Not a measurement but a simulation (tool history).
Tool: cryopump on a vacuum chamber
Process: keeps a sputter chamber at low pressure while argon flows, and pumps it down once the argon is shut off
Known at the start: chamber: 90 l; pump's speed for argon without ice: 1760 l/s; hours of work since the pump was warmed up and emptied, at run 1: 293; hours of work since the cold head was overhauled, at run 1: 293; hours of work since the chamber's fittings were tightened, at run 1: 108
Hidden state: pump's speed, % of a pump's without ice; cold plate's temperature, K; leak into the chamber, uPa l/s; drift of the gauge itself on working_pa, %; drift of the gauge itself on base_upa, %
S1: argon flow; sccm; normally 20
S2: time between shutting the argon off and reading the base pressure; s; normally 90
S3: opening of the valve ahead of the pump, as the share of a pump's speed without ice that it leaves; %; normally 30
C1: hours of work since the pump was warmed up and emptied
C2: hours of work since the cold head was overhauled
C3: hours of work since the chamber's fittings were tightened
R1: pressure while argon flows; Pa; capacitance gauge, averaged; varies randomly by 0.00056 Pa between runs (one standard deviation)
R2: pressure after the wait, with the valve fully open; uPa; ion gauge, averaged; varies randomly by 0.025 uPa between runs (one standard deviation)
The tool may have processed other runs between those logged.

run	hour	S1	S2	S3	C1	C2	C3	R1	R2
1	0.0	20	90	30	293	293	108	0.0654	1.16
2	22.6	20	90	30	306	306	122	0.0667	1.19
3	51.3	20	90	30	323	323	138	0.0667	1.19
4	76.7	20	90	30	338	338	153	0.0658	1.19
5	106.4	20	90	30	355	355	171	0.0669	1.16
6	134.5	20	90	54	372	372	187	0.0380	1.23
7	158.8	20	90	54	386	386	201	0.0385	1.28
8	174.3	20	279	54	395	395	210	0.0384	0.62
9	202.7	20	279	54	412	412	227	0.0386	0.71
10	218.0	20	279	54	421	421	236	0.0390	0.70
11	246.7	20	279	54	438	438	253	0.0382	0.70
12	262.5	20	279	54	447	447	262	0.0388	0.70
13	279.5	20	279	54	457	457	272	0.0383	0.76
14	295.5	20	279	54	466	466	281	0.0386	0.74
15	312.1	20	279	54	476	476	291	0.0390	0.74
16	333.8	15	90	55	489	489	304	0.0287	1.40
17	354.8	33	90	35	501	501	316	0.0954	1.40
18	371.4	20	173	42	511	511	326	0.0503	0.96
19	394.4	13	62	21	524	524	339	0.0613	1.82
20	421.5	15	208	16	540	540	355	0.0935	0.90
21	436.1	15	208	16	549	549	364	0.0930	0.92
22	449.6	15	271	16	557	557	372	0.0936	0.81
23	471.2	24	43	25	569	569	384	0.0960	2.41
24	498.3	8	66	26	585	585	400	0.0315	1.80
25	518.8	8	66	26	597	597	412	0.0316	1.70
26	546.1	8	66	26	613	613	428	0.0316	1.79

Run 27 is up next; what results do you expect?
27	570.8	8	66	26	628	628	443	?	?

Run 27 yielded R1 0.0309 Pa, R2 1.81 uPa.
Take away the tool's hidden state, keep the run-to-run variation as it was, and the same run would have given R1 0.0291 Pa, R2 1.35 uPa.
